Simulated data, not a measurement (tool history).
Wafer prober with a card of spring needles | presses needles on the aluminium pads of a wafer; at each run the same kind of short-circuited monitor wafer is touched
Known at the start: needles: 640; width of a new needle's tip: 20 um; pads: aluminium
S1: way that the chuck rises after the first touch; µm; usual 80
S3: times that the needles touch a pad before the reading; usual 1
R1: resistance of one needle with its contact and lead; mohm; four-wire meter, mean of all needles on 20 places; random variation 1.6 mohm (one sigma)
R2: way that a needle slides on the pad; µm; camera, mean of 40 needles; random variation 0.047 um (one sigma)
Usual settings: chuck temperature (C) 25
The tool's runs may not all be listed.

{"run": 1, "hour": 0.0, "S1": 80, "chuck temperature (C)": 25, "S3": 1, "R1": 179, "R2": 11.08}
{"hour": 3.9, "done": "tips cleaned on abrasive film"}
{"hour": 10.4, "done": "tips cleaned on abrasive film"}
{"hour": 16.9, "done": "tips cleaned on abrasive film"}
{"hour": 23.5, "done": "tips cleaned on abrasive film"}
{"hour": 28.7, "done": "tips cleaned on abrasive film"}
{"hour": 35.2, "done": "tips cleaned on abrasive film"}
{"run": 2, "hour": 37.5, "S1": 80, "chuck temperature (C)": 25, "S3": 1, "R1": 177, "R2": 11.04}
{"hour": 41.5, "done": "tips cleaned on abrasive film"}
{"hour": 48.0, "done": "tips cleaned on abrasive film"}
{"hour": 53.2, "done": "tips cleaned on abrasive film"}
{"hour": 59.7, "done": "tips cleaned on abrasive film"}
{"hour": 64.9, "done": "tips cleaned on abrasive film"}
{"run": 3, "hour": 68.2, "S1": 80, "chuck temperature (C)": 25, "S3": 1, "R1": 188, "R2": 11.04}
{"hour": 70.9, "done": "tips cleaned on abrasive film"}
{"hour": 76.1, "done": "tips cleaned on abrasive film"}
{"hour": 82.6, "done": "tips cleaned on abrasive film"}
{"hour": 89.1, "done": "tips cleaned on abrasive film"}
{"hour": 95.6, "done": "tips cleaned on abrasive film"}
{"run": 4, "hour": 100.4, "S1": 62, "chuck temperature (C)": 25, "S3": 1, "R1": 225, "R2": 8.36}
{"hour": 101.8, "done": "tips cleaned on abrasive film"}
{"hour": 107.0, "done": "tips cleaned on abrasive film"}
{"hour": 113.5, "done": "tips cleaned on abrasive film"}
{"hour": 120.0, "done": "tips cleaned on abrasive film"}
{"hour": 126.5, "done": "tips cleaned on abrasive film"}
{"hour": 133.0, "done": "tips cleaned on abrasive film"}
{"hour": 138.2, "done": "tips cleaned on abrasive film"}
{"run": 5, "hour": 140.0, "S1": 89, "chuck temperature (C)": 25, "S3": 1, "R1": 172, "R2": 12.17}
{"hour": 143.9, "done": "tips cleaned on abrasive film"}
{"hour": 150.4, "done": "tips cleaned on abrasive film"}
{"hour": 156.9, "done": "tips cleaned on abrasive film"}
{"hour": 163.4, "done": "tips cleaned on abrasive film"}
{"hour": 168.7, "done": "tips cleaned on abrasive film"}
{"run": 6, "hour": 173.5, "S1": 89, "chuck temperature (C)": 25, "S3": 1, "R1": 188, "R2": 12.15}
{"hour": 174.9, "done": "tips cleaned on abrasive film"}
{"hour": 176.5, "done": "height of the first contact set anew"}
{"hour": 180.4, "done": "tips cleaned on abrasive film"}
{"hour": 185.6, "done": "tips cleaned on abrasive film"}
{"hour": 192.1, "done": "tips cleaned on abrasive film"}
{"hour": 197.4, "done": "tips cleaned on abrasive film"}
{"hour": 203.9, "done": "tips cleaned on abrasive film"}
{"run": 7, "hour": 207.5, "S1": 89, "chuck temperature (C)": 25, "S3": 1, "R1": 187, "R2": 11.57}
{"hour": 210.2, "done": "tips cleaned on abrasive film"}
{"hour": 216.7, "done": "tips cleaned on abrasive film"}
{"hour": 223.2, "done": "tips cleaned on abrasive film"}
{"hour": 228.4, "done": "tips cleaned on abrasive film"}
{"hour": 234.9, "done": "tips cleaned on abrasive film"}
{"run": 8, "hour": 238.1, "S1": 89, "chuck temperature (C)": 67, "S3": 1, "R1": 193, "R2": 11.59}
{"hour": 240.8, "done": "tips cleaned on abrasive film"}
{"hour": 247.3, "done": "tips cleaned on abrasive film"}
{"hour": 253.8, "done": "tips cleaned on abrasive film"}
{"hour": 260.3, "done": "tips cleaned on abrasive film"}
{"hour": 265.5, "done": "tips cleaned on abrasive film"}
{"run": 9, "hour": 270.5, "S1": 89, "chuck temperature (C)": 67, "S3": 1, "R1": 204, "R2": 11.52}
{"hour": 271.9, "done": "tips cleaned on abrasive film"}
{"hour": 278.4, "done": "tips cleaned on abrasive film"}
{"hour": 283.6, "done": "tips cleaned on abrasive film"}
{"hour": 290.1, "done": "tips cleaned on abrasive film"}
{"hour": 295.3, "done": "tips cleaned on abrasive film"}
{"hour": 301.8, "done": "tips cleaned on abrasive film"}
{"hour": 308.3, "done": "tips cleaned on abrasive film"}
{"run": 10, "hour": 309.0, "S1": 89, "chuck temperature (C)": 67, "S3": 1, "R1": 180, "R2": 11.59}
{"hour": 314.2, "done": "tips cleaned on abrasive film"}
{"hour": 320.7, "done": "tips cleaned on abrasive film"}
{"hour": 327.2, "done": "tips cleaned on abrasive film"}
{"hour": 333.7, "done": "tips cleaned on abrasive film"}
{"run": 11, "hour": 334.3, "S1": 80, "chuck temperature (C)": 25, "S3": 1, "R1": 172, "R2": 10.19}
{"hour": 339.6, "done": "tips cleaned on abrasive film"}
{"hour": 346.1, "done": "tips cleaned on abrasive film"}
{"hour": 352.6, "done": "tips cleaned on abrasive film"}
{"run": 12, "hour": 354.8, "S1": 80, "chuck temperature (C)": 25, "S3": 1, "R1": 186, "R2": 10.21}
{"hour": 358.8, "done": "tips cleaned on abrasive film"}
{"hour": 365.3, "done": "tips cleaned on abrasive film"}
{"hour": 371.8, "done": "tips cleaned on abrasive film"}
{"hour": 378.3, "done": "tips cleaned on abrasive film"}
{"hour": 384.8, "done": "tips cleaned on abrasive film"}
{"run": 13, "hour": 386.2, "S1": 80, "chuck temperature (C)": 25, "S3": 1, "R1": 184, "R2": 10.13}
{"hour": 390.2, "done": "tips cleaned on abrasive film"}
{"hour": 395.4, "done": "tips cleaned on abrasive film"}
{"hour": 401.9, "done": "tips cleaned on abrasive film"}
{"hour": 408.4, "done": "tips cleaned on abrasive film"}
{"hour": 413.6, "done": "tips cleaned on abrasive film"}
{"hour": 420.1, "done": "tips cleaned on abrasive film"}
{"hour": 425.3, "done": "tips cleaned on abrasive film"}
{"run": 14, "hour": 427.0, "S1": 73, "chuck temperature (C)": 57, "S3": 2, "R1": 189, "R2": 9.08}
{"hour": 431.0, "done": "tips cleaned on abrasive film"}
{"hour": 433.8, "done": "height of the first contact set anew, once more"}
{"hour": 437.8, "done": "tips cleaned on abrasive film"}
{"hour": 444.3, "done": "tips cleaned on abrasive film"}
{"run": 15, "hour": 449.1, "S1": 62, "chuck temperature (C)": 111, "S3": 2, "R1": 211, "R2": 8.86}
{"hour": 450.5, "done": "tips cleaned on abrasive film"}
{"hour": 455.7, "done": "tips cleaned on abrasive film"}
{"hour": 462.2, "done": "tips cleaned on abrasive film"}
{"hour": 467.4, "done": "tips cleaned on abrasive film"}
{"hour": 473.9, "done": "tips cleaned on abrasive film"}
{"hour": 480.4, "done": "tips cleaned on abrasive film"}
{"hour": 485.8, "done": "tips cleaned on abrasive film"}
{"run": 16, "hour": 485.8, "S1": 85, "chuck temperature (C)": 54, "S3": 2, "R1": 167, "R2": 12.26}
{"hour": 492.4, "done": "tips cleaned on abrasive film"}
{"hour": 497.6, "done": "tips cleaned on abrasive film"}
{"hour": 504.1, "done": "tips cleaned on abrasive film"}
{"run": 17, "hour": 507.0, "S1": 77, "chuck temperature (C)": 112, "S3": 2, "R1": 195, "R2": 10.94}
{"hour": 509.7, "done": "tips cleaned on abrasive film"}
{"hour": 514.9, "done": "tips cleaned on abrasive film"}
{"hour": 521.4, "done": "tips cleaned on abrasive film"}
{"hour": 527.9, "done": "tips cleaned on abrasive film"}
{"run": 18, "hour": 528.3, "S1": 77, "chuck temperature (C)": 112, "S3": 2, "R1": 186, "R2": 10.9}
{"hour": 533.6, "done": "tips cleaned on abrasive film"}
{"hour": 540.1, "done": "tips cleaned on abrasive film"}
{"hour": 545.3, "done": "tips cleaned on abrasive film"}
{"run": 19, "hour": 546.8, "S1": 77, "chuck temperature (C)": 112, "S3": 2, "R1": 187, "R2": 11.0}
{"hour": 550.7, "done": "tips cleaned on abrasive film"}
{"hour": 557.2, "done": "tips cleaned on abrasive film"}
{"hour": 563.7, "done": "tips cleaned on abrasive film"}
{"hour": 569.0, "done": "tips cleaned on abrasive film"}
{"hour": 575.5, "done": "tips cleaned on abrasive film"}
{"hour": 580.7, "done": "tips cleaned on abrasive film"}
{"hour": 587.2, "done": "tips cleaned on abrasive film"}
{"run": 20, "hour": 588.1, "S1": 97, "chuck temperature (C)": 54, "S3": 3, "R1": 168, "R2": 13.72}
{"hour": 593.3, "done": "tips cleaned on abrasive film"}
{"hour": 598.5, "done": "tips cleaned on abrasive film"}
{"hour": 605.0, "done": "tips cleaned on abrasive film"}
{"hour": 610.3, "done": "tips cleaned on abrasive film"}
{"hour": 616.8, "done": "tips cleaned on abrasive film"}
{"hour": 623.3, "done": "tips cleaned on abrasive film"}
{"run": 21, "hour": 624.7, "S1": 97, "chuck temperature (C)": 54, "S3": 3, "R1": 170, "R2": 13.75}
{"hour": 628.6, "done": "tips cleaned on abrasive film"}
{"hour": 635.1, "done": "tips cleaned on abrasive film"}
{"hour": 641.6, "done": "tips cleaned on abrasive film"}
{"run": 22, "hour": 643.6, "S1": 63, "chuck temperature (C)": 66, "S3": 2, "R1": 193, "R2": 8.83}
{"hour": 647.5, "done": "tips cleaned on abrasive film"}
{"hour": 654.0, "done": "tips cleaned on abrasive film"}
{"hour": 660.5, "done": "tips cleaned on abrasive film"}
{"run": 23, "hour": 662.3, "S1": 67, "chuck temperature (C)": 38, "S3": 2, "R1": 186, "R2": 9.39}
{"hour": 666.3, "done": "tips cleaned on abrasive film"}
{"hour": 672.8, "done": "tips cleaned on abrasive film"}
{"hour": 679.3, "done": "tips cleaned on abrasive film"}
{"hour": 685.8, "done": "tips cleaned on abrasive film"}
{"hour": 692.3, "done": "tips cleaned on abrasive film"}
{"hour": 697.5, "done": "tips cleaned on abrasive film"}
{"hour": 704.0, "done": "tips cleaned on abrasive film"}
{"run": 24, "hour": 704.6, "S1": 67, "chuck temperature (C)": 48, "S3": 2, "R1": 179, "R2": 9.34}

Hidden state or all else? Some run-to-run changes of R1, split into what the settings, what came in and random variation would give without the hidden state, and what is left for the hidden state (with any gauge scatter that isn't in both results):
The hidden state here: debris on the tips, nm; way that the needles fall short of the set height, um; tips' diameter, um; drift of the gauge itself on contact_mohm, %; drift of the gauge itself on scrub_um, %.
Run 3 -> 4: S1 80 -> 62, tips cleaned on abrasive film, tips cleaned on abrasive film, tips cleaned on abrasive film, tips cleaned on abrasive film, tips cleaned on abrasive film. R1 +37 mohm: hidden state +34, all else +3.
Run 4 -> 5: S1 62 -> 89, tips cleaned on abrasive film, tips cleaned on abrasive film, tips cleaned on abrasive film, tips cleaned on abrasive film, tips cleaned on abrasive film, tips cleaned on abrasive film, tips cleaned on abrasive film. R1 -53 mohm: hidden state -47, all else -6.
Run 15 -> 16: S1 62 -> 85, chuck temperature (C) 111 -> 54, tips cleaned on abrasive film, tips cleaned on abrasive film, tips cleaned on abrasive film, tips cleaned on abrasive film, tips cleaned on abrasive film, tips cleaned on abrasive film, tips cleaned on abrasive film. R1 -44 mohm: hidden state -27, all else -17.
